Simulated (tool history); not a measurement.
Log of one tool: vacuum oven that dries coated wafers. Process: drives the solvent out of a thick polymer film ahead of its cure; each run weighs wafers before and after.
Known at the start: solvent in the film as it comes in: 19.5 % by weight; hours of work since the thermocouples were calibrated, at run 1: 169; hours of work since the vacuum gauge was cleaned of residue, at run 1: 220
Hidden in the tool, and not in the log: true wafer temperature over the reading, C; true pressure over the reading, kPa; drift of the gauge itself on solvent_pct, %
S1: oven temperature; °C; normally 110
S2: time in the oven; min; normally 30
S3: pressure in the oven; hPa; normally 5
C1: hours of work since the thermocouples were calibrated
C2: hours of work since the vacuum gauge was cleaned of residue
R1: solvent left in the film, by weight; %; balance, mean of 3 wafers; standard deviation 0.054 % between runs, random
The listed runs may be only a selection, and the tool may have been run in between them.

run   hour   S1  S2     S3   C1   C2    R1
  1      0  110  30      5  169  220  2.11
  2   12.3  103  30      5  177  228  4.32
  3   20.9  103  30      5  183  234  4.29
  4   35.8  103  24      5  194  245  5.64
  5   45.1  103  29      5  200  251  4.57
  6   60.1  110  30      5  210  261   2.2
  7   71.8  110  30      5  218  270  2.24
  8   88.7  110  30      5  230  281  2.18
  9  104.4  110  30      5  241  292  2.28
 10  116.2  110  30      5  249  300  2.24
 11  126.8  110  30      5  256  308  2.23
 12  139.6  110  30      5  265  316   2.2
 13  150.6  106  30      5  273  324  3.36
 14  163.2  106  30   2.57  282  333  3.15
 15  181.5  106  31   2.57  294  345  3.04
 16  189.3  106  31   2.57  300  351  2.98
 17  202.5  110  30      5  309  360  2.24
 18  220.4  110  30      5  321  372  2.26
 19  236.7  110  30      5  332  383  2.27
 20  255.1  110  30      5  345  396   2.3
 21  266.3  110  30   7.12  353  404  2.45
 22  279.2   98  30      5  362  413  6.55
 23  289.5   98  30      5  369  420  6.48
 24  299.6   98  30      5  376  427  6.46
 25  314.6  105  23  16.72  386  437   6.1
 26    332   96  36   19.7  398  449  8.13
 27  340.9   96  36   19.7  404  455  7.92
 28  350.2  107  20   19.7  411  462  6.46
 29    363  102  53      5  420  471  2.28
 30  377.2  102  44    4.1  429  481  2.85
 31  388.3  102  44    4.1  437  488  2.92
 32  398.5  102  44    4.1  444  495  2.92
 33  411.1  119  44    4.1  453  504   0.4
 34  420.9  119  44    4.1  460  511  0.45
 35  428.5  119  44    4.1  465  516  0.39
 36  439.9   96  35   2.86  473  524  6.27
 37  448.8  107  53   6.35  479  530  1.31
 38  463.5  124  39  19.18  489  540   1.2

Run 39 has not been measured yet. What should we expect?
 39  475.4  108  26  19.18  497  548   ?

Run 39 came out at R1 4.67 %.
The same run, on a tool lacking any hidden state, would have yielded R1 4.48 %.
